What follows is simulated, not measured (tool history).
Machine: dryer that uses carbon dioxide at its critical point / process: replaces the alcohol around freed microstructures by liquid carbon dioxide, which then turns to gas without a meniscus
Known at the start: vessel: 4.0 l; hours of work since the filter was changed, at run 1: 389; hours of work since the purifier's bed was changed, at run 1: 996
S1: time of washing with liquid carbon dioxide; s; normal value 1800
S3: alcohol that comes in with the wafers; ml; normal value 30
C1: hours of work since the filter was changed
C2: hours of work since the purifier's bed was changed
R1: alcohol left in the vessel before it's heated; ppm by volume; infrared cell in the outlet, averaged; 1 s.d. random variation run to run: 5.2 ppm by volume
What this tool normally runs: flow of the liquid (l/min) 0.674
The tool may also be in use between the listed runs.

{"run": 1, "hour": 0.0, "S1": 1800, "flow of the liquid (l/min)": 0.674, "S3": 30, "C1": 389, "C2": 996, "R1": 193}
{"run": 2, "hour": 30.4, "S1": 1800, "flow of the liquid (l/min)": 0.674, "S3": 56, "C1": 411, "C2": 1019, "R1": 313}
{"run": 3, "hour": 57.9, "S1": 1800, "flow of the liquid (l/min)": 0.674, "S3": 30, "C1": 432, "C2": 1039, "R1": 206}
{"run": 4, "hour": 108.5, "S1": 1800, "flow of the liquid (l/min)": 0.674, "S3": 30, "C1": 470, "C2": 1077, "R1": 219}
{"run": 5, "hour": 138.7, "S1": 1800, "flow of the liquid (l/min)": 0.977, "S3": 30, "C1": 492, "C2": 1100, "R1": 108}
{"run": 6, "hour": 177.6, "S1": 1980, "flow of the liquid (l/min)": 0.977, "S3": 30, "C1": 521, "C2": 1129, "R1": 109}
{"run": 7, "hour": 225.0, "S1": 1980, "flow of the liquid (l/min)": 0.977, "S3": 30, "C1": 556, "C2": 1164, "R1": 106}
{"run": 8, "hour": 251.3, "S1": 1980, "flow of the liquid (l/min)": 0.977, "S3": 30, "C1": 576, "C2": 1184, "R1": 110}
{"hour": 269.4, "done": "inlet filter changed"}
{"run": 9, "hour": 305.4, "S1": 1980, "flow of the liquid (l/min)": 0.977, "S3": 30, "C1": 27, "C2": 1223, "R1": 99}
{"hour": 317.5, "done": "purifier's bed changed"}
{"run": 10, "hour": 361.0, "S1": 1980, "flow of the liquid (l/min)": 0.977, "S3": 30, "C1": 66, "C2": 33, "R1": 16}
{"run": 11, "hour": 389.6, "S1": 1380, "flow of the liquid (l/min)": 0.674, "S3": 30, "C1": 87, "C2": 54, "R1": 300}
{"run": 12, "hour": 419.3, "S1": 1800, "flow of the liquid (l/min)": 0.674, "S3": 30, "C1": 110, "C2": 76, "R1": 111}
{"run": 13, "hour": 445.4, "S1": 1800, "flow of the liquid (l/min)": 0.674, "S3": 30, "C1": 129, "C2": 95, "R1": 114}
{"run": 14, "hour": 469.8, "S1": 1800, "flow of the liquid (l/min)": 0.442, "S3": 30, "C1": 147, "C2": 114, "R1": 493}
{"run": 15, "hour": 520.9, "S1": 1860, "flow of the liquid (l/min)": 0.746, "S3": 30, "C1": 185, "C2": 152, "R1": 71}
{"run": 16, "hour": 573.0, "S1": 1860, "flow of the liquid (l/min)": 0.746, "S3": 30, "C1": 224, "C2": 191, "R1": 78}
{"run": 17, "hour": 598.5, "S1": 2820, "flow of the liquid (l/min)": 0.548, "S3": 30, "C1": 243, "C2": 210, "R1": 60}
{"run": 18, "hour": 627.6, "S1": 2100, "flow of the liquid (l/min)": 0.769, "S3": 30, "C1": 265, "C2": 232, "R1": 48}
{"run": 19, "hour": 683.3, "S1": 2100, "flow of the liquid (l/min)": 0.537, "S3": 30, "C1": 307, "C2": 273, "R1": 186}
{"run": 20, "hour": 740.2, "S1": 1560, "flow of the liquid (l/min)": 0.726, "S3": 50, "C1": 349, "C2": 316, "R1": 273}
{"run": 21, "hour": 768.2, "S1": 1560, "flow of the liquid (l/min)": 0.726, "S3": 50, "C1": 370, "C2": 336, "R1": 278}
{"run": 22, "hour": 809.1, "S1": 1560, "flow of the liquid (l/min)": 0.726, "S3": 50, "C1": 401, "C2": 367, "R1": 277}
{"run": 23, "hour": 838.6, "S1": 1560, "flow of the liquid (l/min)": 0.655, "S3": 53, "C1": 423, "C2": 389, "R1": 440}
{"run": 24, "hour": 881.8, "S1": 1560, "flow of the liquid (l/min)": 0.655, "S3": 53, "C1": 455, "C2": 421, "R1": 424}
{"run": 25, "hour": 907.4, "S1": 1800, "flow of the liquid (l/min)": 0.789, "S3": 100, "C1": 474, "C2": 440, "R1": 217}
{"run": 26, "hour": 936.1, "S1": 1860, "flow of the liquid (l/min)": 0.551, "S3": 30, "C1": 495, "C2": 462, "R1": 283}
{"run": 27, "hour": 974.3, "S1": 2040, "flow of the liquid (l/min)": 0.529, "S3": 30, "C1": 524, "C2": 490, "R1": 244}

What if the next run were any one of these 3? Each begins from the tool's condition after run 27:
{"run": "A", "hour": 1009.7, "S1": 1680, "flow of the liquid (l/min)": 0.862, "S3": 99, "C1": 550, "C2": 517, "R1": "?"}
{"run": "B", "hour": 1009.7, "S1": 1440, "flow of the liquid (l/min)": 0.674, "S3": 30, "C1": 550, "C2": 517, "R1": "?"}
{"run": "C", "hour": 1009.7, "S1": 1860, "flow of the liquid (l/min)": 0.614, "S3": 109, "C1": 550, "C2": 517, "R1": "?"}

run=A R1=210
run=B R1=320
run=C R1=596
Without the tool's hidden state the same runs would have given:
run=A R1=125
run=B R1=226
run=C R1=439
